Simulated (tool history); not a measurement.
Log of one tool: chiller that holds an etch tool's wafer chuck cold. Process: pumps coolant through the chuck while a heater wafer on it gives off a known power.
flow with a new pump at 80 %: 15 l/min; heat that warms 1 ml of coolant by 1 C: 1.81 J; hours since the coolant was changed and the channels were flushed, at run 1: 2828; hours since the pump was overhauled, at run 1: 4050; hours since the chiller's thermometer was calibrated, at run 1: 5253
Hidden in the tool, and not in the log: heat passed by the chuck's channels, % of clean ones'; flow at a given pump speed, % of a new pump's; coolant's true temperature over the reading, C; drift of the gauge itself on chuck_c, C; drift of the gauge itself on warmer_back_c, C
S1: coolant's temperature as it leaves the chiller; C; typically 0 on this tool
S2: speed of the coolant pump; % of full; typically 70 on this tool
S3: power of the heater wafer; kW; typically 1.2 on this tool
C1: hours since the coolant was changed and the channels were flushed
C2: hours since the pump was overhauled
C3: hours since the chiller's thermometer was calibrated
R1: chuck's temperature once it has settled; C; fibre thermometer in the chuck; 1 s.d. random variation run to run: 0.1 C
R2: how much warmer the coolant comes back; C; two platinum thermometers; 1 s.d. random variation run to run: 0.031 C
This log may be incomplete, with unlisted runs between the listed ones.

run 1 hour=0 | S1=0 S2=70 S3=1.2 | C1=2828 C2=4050 C3=5253 | R1=12 R2=3.55
run 2 hour=165 | S1=0 S2=80 S3=1.2 | C1=2993 C2=4215 C3=5418 | R1=11.1 R2=3.01
run 3 hour=296.7 | S1=0 S2=70 S3=1.131 | C1=3125 C2=4347 C3=5550 | R1=11.6 R2=3.32
run 4 hour=410.6 | S1=0 S2=70 S3=1.131 | C1=3239 C2=4461 C3=5664 | R1=11.6 R2=3.35
run 5 hour=528.2 | S1=0 S2=70 S3=1.131 | C1=3357 C2=4578 C3=5781 | R1=11.7 R2=3.37
run 6 hour=708.3 | S1=0 S2=62 S3=1.2 | C1=3537 C2=4758 C3=5961 | R1=13.5 R2=4.11
-- hour=717.6 chiller's thermometer calibrated
run 7 hour=808.1 | S1=-6 S2=70 S3=1.2 | C1=3635 C2=4857 C3=90 | R1=5.6 R2=3.58
run 8 hour=983.3 | S1=0 S2=70 S3=1.2 | C1=3811 C2=5032 C3=266 | R1=11.5 R2=3.67
run 9 hour=1130 | S1=0 S2=70 S3=1.2 | C1=3957 C2=5179 C3=412 | R1=11.6 R2=3.69
run 10 hour=1264.7 | S1=0 S2=70 S3=1.2 | C1=4092 C2=5314 C3=547 | R1=12.1 R2=3.71
-- hour=1304.7 coolant changed, channels flushed
run 11 hour=1426.3 | S1=0 S2=70 S3=1.2 | C1=122 C2=5469 C3=703 | R1=10.9 R2=3.68
run 12 hour=1505.6 | S1=0 S2=93 S3=1.2 | C1=201 C2=5549 C3=782 | R1=8.8 R2=2.67
run 13 hour=1673.5 | S1=0 S2=87 S3=1.2 | C1=369 C2=5717 C3=950 | R1=9.4 R2=2.92
run 14 hour=1858.6 | S1=0 S2=70 S3=1.2 | C1=554 C2=5902 C3=1135 | R1=11.1 R2=3.76
run 15 hour=1991.8 | S1=0 S2=70 S3=1.2 | C1=687 C2=6035 C3=1268 | R1=11.2 R2=3.76
run 16 hour=2122.2 | S1=0 S2=70 S3=1.2 | C1=817 C2=6165 C3=1399 | R1=11.4 R2=3.74
run 17 hour=2309.4 | S1=0 S2=70 S3=1.2 | C1=1005 C2=6353 C3=1586 | R1=11.4 R2=3.79
run 18 hour=2415.7 | S1=0 S2=70 S3=1.2 | C1=1111 C2=6459 C3=1692 | R1=11.5 R2=3.87
run 19 hour=2515 | S1=0 S2=70 S3=1.696 | C1=1210 C2=6558 C3=1791 | R1=16.1 R2=5.44
run 20 hour=2644.1 | S1=-3 S2=75 S3=0.952 | C1=1339 C2=6687 C3=1920 | R1=5.7 R2=2.81
run 21 hour=2721 | S1=0 S2=70 S3=0.643 | C1=1416 C2=6764 C3=1997 | R1=6.5 R2=2.06
run 22 hour=2881.3 | S1=2 S2=63 S3=0.649 | C1=1577 C2=6924 C3=2158 | R1=8.9 R2=2.38
-- hour=2974.7 coolant pump overhauled
run 23 hour=2974.7 | S1=0 S2=70 S3=1.2 | C1=1665 C2=0 C3=2246 | R1=10.1 R2=3.1
run 24 hour=3096.3 | S1=0 S2=70 S3=1.2 | C1=1787 C2=122 C3=2368 | R1=10.3 R2=3.07
run 25 hour=3267.5 | S1=0 S2=76 S3=1.185 | C1=1958 C2=293 C3=2539 | R1=9.8 R2=2.81
run 26 hour=3438 | S1=-3 S2=77 S3=1.497 | C1=2128 C2=463 C3=2709 | R1=9.1 R2=3.53
run 27 hour=3579.2 | S1=0 S2=70 S3=0.713 | C1=2269 C2=604 C3=2851 | R1=6.3 R2=1.87
run 28 hour=3689.3 | S1=4 S2=70 S3=1.268 | C1=2380 C2=715 C3=2961 | R1=15.3 R2=3.32
run 29 hour=3861.6 | S1=7 S2=63 S3=1.682 | C1=2552 C2=887 C3=3133 | R1=23.1 R2=4.98
run 30 hour=4042.2 | S1=9 S2=70 S3=1.574 | C1=2732 C2=1067 C3=3314 | R1=23 R2=4.14
run 31 hour=4117.9 | S1=3 S2=69 S3=0.995 | C1=2808 C2=1143 C3=3389 | R1=12.4 R2=2.71

Pick out some run-to-run changes in R1. Of each, how much would a tool without hidden state show as well, from the settings, what came in and chance, and how much is left for the hidden state and any gauge scatter not in both results compared?
Run 6 -> 7: S1 0 -> -6, S2 62 -> 70, chiller's thermometer calibrated. R1 -7.9 C: hidden state -1.1, all else -6.8.
Run 10 -> 11: coolant changed, channels flushed. R1 -1.2 C: hidden state -1.1, all else -0.1.
Run 19 -> 20: S1 0 -> -3, S2 70 -> 75, S3 1.696 -> 0.952. R1 -10.4 C: hidden state -1, all else -9.4.
Run 27 -> 28: S1 0 -> 4, S3 0.713 -> 1.268. R1 +9 C: hidden state +0.4, all else +8.6.
Run 30 -> 31: S1 9 -> 3, S2 70 -> 69, S3 1.574 -> 0.995. R1 -10.6 C: hidden state -0.4, all else -10.2.
